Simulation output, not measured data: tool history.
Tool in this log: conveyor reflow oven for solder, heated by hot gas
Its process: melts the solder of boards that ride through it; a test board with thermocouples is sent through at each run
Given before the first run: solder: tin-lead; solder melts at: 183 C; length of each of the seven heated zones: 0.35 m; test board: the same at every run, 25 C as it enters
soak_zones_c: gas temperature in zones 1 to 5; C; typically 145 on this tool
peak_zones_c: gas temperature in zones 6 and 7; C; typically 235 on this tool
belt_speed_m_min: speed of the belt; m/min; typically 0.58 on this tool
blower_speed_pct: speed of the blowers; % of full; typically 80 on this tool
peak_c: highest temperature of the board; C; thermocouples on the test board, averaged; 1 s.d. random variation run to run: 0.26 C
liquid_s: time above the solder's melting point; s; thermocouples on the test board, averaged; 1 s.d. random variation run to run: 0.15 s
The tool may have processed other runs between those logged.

run    hour  soak_zones_c  peak_zones_c  belt_speed_m_min  blower_speed_pct  peak_c  liquid_s
  1       0           145           235              0.58                80   219.7      58.5
  2    70.9           145           235              0.58                80   219.8      58.6
  3   128.6           145           235              0.58                80   219.9      58.4
  4     185           139           235              0.58                80   218.5      55.7
  5   261.2           139           235              0.58                80   218.9      55.7
  6   308.7           139           231              0.58                80   215.2      53.4
  7     393           145           235              0.58                80     220      58.2
  8   473.9           145           235              0.58                80   219.9      58.3
  9   546.9           145           235              0.58                80   220.1      58.5
 10   621.8           145           235             0.535                80   221.9      65.3
 11   673.2           147           235              0.58                80     220      59.6
 12   731.3           145           235              0.58                50   211.7      50.7
 13   777.8           145           235              0.58                50   211.2      50.4
 14   857.7           145           235              0.58                50   211.7      50.3
 15   913.4           145           235             0.697                80     214      44.2
 16   954.2           146           235             0.615                80   218.4      54.3
 17   992.9           146           235             0.615                80   218.3      54.2
 18  1070.9           146           235             0.615                80   218.1      54.3
 19  1150.2           146           235             0.615                80   218.2      54.2
 20    1212           146           235             0.615                80   218.6      54.3
 21  1255.3           146           235             0.615                80   218.2      54.2
 22  1290.9           146           235             0.615                80   218.5      54.2
 23    1353           159           235             0.615                80   220.9      61.2
 24  1416.4           159           235             0.615                80   220.8      60.8
 25  1499.4           142           232             0.615                80   215.1      50.5
 26  1560.3           142           232             0.615                80   215.1      50.8
 27  1596.8           138           237              0.58                63   216.5      52.6
 28  1652.8           137           235              0.58                90   220.7      56.3
 29  1703.3           137           235              0.58                90   221.2      56.8
 30    1765           137           235              0.58                90   220.2      56.6

Not shown here: 5 entries made in the log between runs. Locate each between two listed runs and compare the hidden state at the listed run before it with the hidden state at the listed run after it:
In the gap between runs 3 and 4: flux residue cleaned out of gas plates and filters (hour 138.4)
  heat that the gas passes to the board, % of a clean oven's: 99.5 -> 99.9
In the gap between runs 10 and 11: flux residue cleaned out of gas plates and filters (hour 657.3)
  heat that the gas passes to the board, % of a clean oven's: 99.6 -> 99.9; belt's true speed, % of the reading: 99.93 -> 99.92; true gas temperature in zones 6 and 7 over the reading, C: -0.05 -> -0.06
In the gap between runs 19 and 20: flux residue cleaned out of gas plates and filters (hour 1177)
  heat that the gas passes to the board, % of a clean oven's: 99.6 -> 100
In the gap between runs 22 and 23: thermocouples of zones 6 and 7 changed (hour 1315.5)
  belt's true speed, % of the reading: 99.9 -> 99.89; true gas temperature in zones 6 and 7 over the reading, C: -0.09 -> 0.02
In the gap between runs 28 and 29: flux residue cleaned out of gas plates and filters (hour 1701.1)
  heat that the gas passes to the board, % of a clean oven's: 99.6 -> 100

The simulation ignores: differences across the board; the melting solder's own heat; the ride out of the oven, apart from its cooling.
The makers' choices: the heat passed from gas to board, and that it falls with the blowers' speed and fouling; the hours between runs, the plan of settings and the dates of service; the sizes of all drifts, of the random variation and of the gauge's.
